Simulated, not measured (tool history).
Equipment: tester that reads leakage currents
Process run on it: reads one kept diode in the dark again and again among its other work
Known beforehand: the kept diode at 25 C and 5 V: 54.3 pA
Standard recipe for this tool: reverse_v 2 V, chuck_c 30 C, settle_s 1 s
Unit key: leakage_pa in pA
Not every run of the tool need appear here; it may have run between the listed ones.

{"run": 1, "hour": 0.0, "reverse_v": 2, "chuck_c": 30, "settle_s": 1, "leakage_pa": 54.58}
{"run": 2, "hour": 66.7, "reverse_v": 2, "chuck_c": 30, "settle_s": 1, "leakage_pa": 55.21}
{"run": 3, "hour": 124.0, "reverse_v": 2, "chuck_c": 30, "settle_s": 3.19, "leakage_pa": 55.03}
{"run": 4, "hour": 202.3, "reverse_v": 2, "chuck_c": 30, "settle_s": 3.19, "leakage_pa": 55.13}
{"run": 5, "hour": 273.9, "reverse_v": 2, "chuck_c": 30, "settle_s": 3.19, "leakage_pa": 55.78}
{"run": 6, "hour": 332.3, "reverse_v": 2, "chuck_c": 30, "settle_s": 3.19, "leakage_pa": 55.6}
{"run": 7, "hour": 367.6, "reverse_v": 2, "chuck_c": 30, "settle_s": 3.19, "leakage_pa": 56.39}
{"run": 8, "hour": 401.0, "reverse_v": 2, "chuck_c": 30, "settle_s": 3.19, "leakage_pa": 56.06}
{"run": 9, "hour": 479.8, "reverse_v": 2, "chuck_c": 30, "settle_s": 1, "leakage_pa": 56.74}
{"run": 10, "hour": 557.1, "reverse_v": 2, "chuck_c": 30, "settle_s": 1, "leakage_pa": 57.07}
{"run": 11, "hour": 626.5, "reverse_v": 2, "chuck_c": 30, "settle_s": 1, "leakage_pa": 57.66}
{"run": 12, "hour": 668.1, "reverse_v": 2, "chuck_c": 30, "settle_s": 1, "leakage_pa": 57.56}
{"run": 13, "hour": 726.1, "reverse_v": 2, "chuck_c": 30, "settle_s": 1, "leakage_pa": 57.84}
{"run": 14, "hour": 796.1, "reverse_v": 2, "chuck_c": 30, "settle_s": 1, "leakage_pa": 58.42}
{"run": 15, "hour": 854.2, "reverse_v": 2, "chuck_c": 30, "settle_s": 2.05, "leakage_pa": 58.3}
{"run": 16, "hour": 915.6, "reverse_v": 2, "chuck_c": 30, "settle_s": 2.05, "leakage_pa": 58.3}
{"run": 17, "hour": 949.9, "reverse_v": 2, "chuck_c": 30, "settle_s": 1, "leakage_pa": 58.7}
{"run": 18, "hour": 987.9, "reverse_v": 2, "chuck_c": 30, "settle_s": 1, "leakage_pa": 58.94}
{"run": 19, "hour": 1033.2, "reverse_v": 2, "chuck_c": 30, "settle_s": 1, "leakage_pa": 59.5}
{"run": 20, "hour": 1104.4, "reverse_v": 2, "chuck_c": 30, "settle_s": 1, "leakage_pa": 59.38}
{"run": 21, "hour": 1182.3, "reverse_v": 1.14, "chuck_c": 23, "settle_s": 1, "leakage_pa": 27.98}
{"run": 22, "hour": 1263.9, "reverse_v": 3.79, "chuck_c": 51, "settle_s": 8.38, "leakage_pa": 318.85}
{"hour": 1271.6, "done": "chuck's temperature calibrated"}
{"run": 23, "hour": 1335.2, "reverse_v": 3.79, "chuck_c": 51, "settle_s": 8.38, "leakage_pa": 333.68}
{"run": 24, "hour": 1408.4, "reverse_v": 10.77, "chuck_c": 37, "settle_s": 0.3, "leakage_pa": 246.27}
{"run": 25, "hour": 1462.2, "reverse_v": 10.77, "chuck_c": 37, "settle_s": 0.3, "leakage_pa": 248.21}
{"run": 26, "hour": 1514.5, "reverse_v": 10.77, "chuck_c": 25, "settle_s": 0.3, "leakage_pa": 119.58}
{"hour": 1553.3, "done": "chuck's temperature calibrated, once more"}
{"run": 27, "hour": 1558.1, "reverse_v": 2, "chuck_c": 26, "settle_s": 0.45, "leakage_pa": 41.22}
{"run": 28, "hour": 1619.2, "reverse_v": 6.43, "chuck_c": 26, "settle_s": 2.55, "leakage_pa": 75.55}
{"run": 29, "hour": 1673.6, "reverse_v": 6.43, "chuck_c": 26, "settle_s": 2.55, "leakage_pa": 75.86}
{"run": 30, "hour": 1714.8, "reverse_v": 5.03, "chuck_c": 26, "settle_s": 0.65, "leakage_pa": 68.32}
{"run": 31, "hour": 1793.4, "reverse_v": 1.05, "chuck_c": 56, "settle_s": 1.32, "leakage_pa": 207.27}
{"run": 32, "hour": 1851.6, "reverse_v": 7.35, "chuck_c": 25, "settle_s": 9.01, "leakage_pa": 77.95}
{"run": 33, "hour": 1889.4, "reverse_v": 7.35, "chuck_c": 25, "settle_s": 9.01, "leakage_pa": 78.44}
{"run": 34, "hour": 1934.6, "reverse_v": 4.04, "chuck_c": 25, "settle_s": 6.67, "leakage_pa": 56.5}
{"run": 35, "hour": 1974.0, "reverse_v": 4.04, "chuck_c": 25, "settle_s": 6.67, "leakage_pa": 56.91}
{"run": 36, "hour": 2044.5, "reverse_v": 4.04, "chuck_c": 25, "settle_s": 6.67, "leakage_pa": 57.47}
{"run": 37, "hour": 2112.7, "reverse_v": 11.25, "chuck_c": 44, "settle_s": 1.38, "leakage_pa": 332.3}
{"run": 38, "hour": 2178.0, "reverse_v": 7.4, "chuck_c": 30, "settle_s": 1, "leakage_pa": 112.27}
{"run": 39, "hour": 2235.7, "reverse_v": 8.61, "chuck_c": 39, "settle_s": 0.37, "leakage_pa": 218.05}
{"run": 40, "hour": 2309.5, "reverse_v": 8.61, "chuck_c": 39, "settle_s": 0.37, "leakage_pa": 219.47}

What if the next run were any one of these 3? Each begins from the tool's condition after run 40:
{"run": "A", "hour": 2366.7, "reverse_v": 2, "chuck_c": 25, "settle_s": 1, "leakage_pa": "?"}
{"run": "B", "hour": 2366.7, "reverse_v": 17.75, "chuck_c": 53, "settle_s": 0.37, "leakage_pa": "?"}
{"run": "C", "hour": 2366.7, "reverse_v": 2.93, "chuck_c": 44, "settle_s": 2.86, "leakage_pa": "?"}

run=A leakage_pa=40.83
run=B leakage_pa=738.68
run=C leakage_pa=170.35
Stripped of hidden state, with their random variation kept, the same runs would have yielded:
run=A leakage_pa=35.15
run=B leakage_pa=669.88
run=C leakage_pa=155.86
